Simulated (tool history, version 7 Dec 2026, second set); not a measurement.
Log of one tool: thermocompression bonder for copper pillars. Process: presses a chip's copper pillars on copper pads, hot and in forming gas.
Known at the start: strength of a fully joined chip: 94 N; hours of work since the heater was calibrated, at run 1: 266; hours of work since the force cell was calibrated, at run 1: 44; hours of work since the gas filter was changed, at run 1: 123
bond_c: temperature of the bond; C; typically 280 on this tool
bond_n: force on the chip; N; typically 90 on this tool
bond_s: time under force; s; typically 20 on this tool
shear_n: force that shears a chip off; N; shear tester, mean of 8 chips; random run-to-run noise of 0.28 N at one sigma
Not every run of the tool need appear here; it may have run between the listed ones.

run    day  bond_c  bond_n  bond_s  hours of work since the heater was calibrated  hours of work since the force cell was calibrated  hours of work since the gas filter was changed  shear_n
  1      0     280      90      20                                            266                                                 44                                             123     31.6
  2  0.892     280      90      11                                            279                                                 57                                             136     24.2
  3  1.512     280      90      20                                            289                                                 67                                             146       31
     1.612  -- forming gas filter changed
  4  2.179     280      90      20                                            298                                                 77                                               9     33.8
  5  2.546     280      90      20                                            304                                                 82                                              14       34
  6   3.35     280      90      20                                            316                                                 94                                              26     33.2
  7  4.142     280      90      20                                            328                                                106                                              38     32.7
  8  4.867     280      90      16                                            339                                                117                                              49     30.4
  9  5.254     280      62      20                                            345                                                123                                              55     23.4
 10  5.825     289      70      15                                            353                                                131                                              64     26.6
 11  6.408     263      70      39                                            362                                                140                                              72     25.9
 12  7.012     263      70      39                                            371                                                149                                              81     25.1
 13  7.571     254     124      39                                            380                                                158                                              90     36.2

Consider 5 possible next runs. They are alternatives, not a sequence: every one starts from the tool as it was left by run 13. What does each give?
  A  8.304     304      90      13                                            391                                                169                                             101        ?
  B  8.304     259      61      23                                            391                                                169                                             101        ?
  C  8.304     254     124      25                                            391                                                169                                             101        ?
  D  8.304     280      90      17                                            391                                                169                                             101        ?
  E  8.304     281      55      20                                            391                                                169                                             101        ?

run  shear_n
  A     38.7
  B     15.8
  C     30.6
  D     30.1
  E     20.2
Stripped of hidden state, with their random variation kept, the same runs would have yielded:
run  shear_n
  A     39.9
  B     16.1
  C     31.4
  D     30.9
  E     20.7
